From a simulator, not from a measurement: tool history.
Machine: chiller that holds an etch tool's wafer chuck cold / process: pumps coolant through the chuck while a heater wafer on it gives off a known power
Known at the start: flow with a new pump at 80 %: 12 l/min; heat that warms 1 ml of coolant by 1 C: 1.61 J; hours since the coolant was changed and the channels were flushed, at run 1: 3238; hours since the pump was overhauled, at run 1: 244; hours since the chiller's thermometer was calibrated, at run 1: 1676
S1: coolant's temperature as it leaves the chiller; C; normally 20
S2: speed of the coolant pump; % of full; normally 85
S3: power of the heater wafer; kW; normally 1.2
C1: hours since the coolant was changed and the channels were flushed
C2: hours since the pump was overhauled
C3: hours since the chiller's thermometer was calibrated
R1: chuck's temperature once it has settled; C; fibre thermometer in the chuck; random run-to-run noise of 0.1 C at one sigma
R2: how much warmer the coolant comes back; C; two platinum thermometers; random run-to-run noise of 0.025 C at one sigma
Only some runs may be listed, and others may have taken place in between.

Run 1, day 0: usual settings; C1 3238; C2 244; C3 1676. Result: R1 31.1 C, R2 3.48 C.
Run 2, day 3.879: usual settings; C1 3331; C2 337; C3 1769. Result: R1 31.1 C, R2 3.52 C.
Run 3, day 7.612: usual settings; C1 3421; C2 426; C3 1858. Result: R1 31.2 C, R2 3.5 C.
Run 4, day 9.567: usual settings; C1 3468; C2 473; C3 1905. Result: R1 31.2 C, R2 3.51 C.
Run 5, day 12.233: usual settings; C1 3532; C2 537; C3 1969. Result: R1 31.1 C, R2 3.56 C.
Run 6, day 14.029: usual settings but S1 24 C; C1 3575; C2 580; C3 2012. Result: R1 35.2 C, R2 3.53 C.
Run 7, day 16.338: usual settings but S1 24 C, S2 86 % of full, S3 1.017 kW; C1 3630; C2 636; C3 2068. Result: R1 33.6 C, R2 2.93 C.
Run 8, day 18.746: usual settings but S1 24 C, S2 86 % of full, S3 1.376 kW; C1 3688; C2 694; C3 2126. Result: R1 36.7 C, R2 4.02 C.
Run 9, day 22.467: usual settings but S1 24 C, S2 86 % of full, S3 1.376 kW; C1 3777; C2 783; C3 2215. Result: R1 36.9 C, R2 3.99 C.
Run 10, day 26.004: usual settings but S1 19 C, S2 84 % of full, S3 0.811 kW; C1 3862; C2 868; C3 2300. Result: R1 26.8 C, R2 2.46 C.
Run 11, day 29.55: usual settings but S1 26 C, S2 100 % of full; C1 3947; C2 953; C3 2385. Result: R1 36.3 C, R2 2.98 C.

3 options for the next run, each taken on its own from the tool as it stands now. Forecast them:
Run A, day 33.35: usual settings but S1 15 C, S2 74 % of full, S3 1.451 kW; C1 4038; C2 1044; C3 2476. Result: R1 ?, R2 ?.
Run B, day 33.35: usual settings but S1 26 C, S2 62 % of full, S3 1.569 kW; C1 4038; C2 1044; C3 2476. Result: R1 ?, R2 ?.
Run C, day 33.35: usual settings but S1 28 C, S2 99 % of full; C1 4038; C2 1044; C3 2476. Result: R1 ?, R2 ?.

run    R1    R2
  A  30.4  4.96
  B  44.9  6.51
  C  38.3  2.98
Had the tool no hidden state, the same runs would have come out as:
run    R1    R2
  A  28.3  4.85
  B  42.4  6.37
  C  36.8  2.92
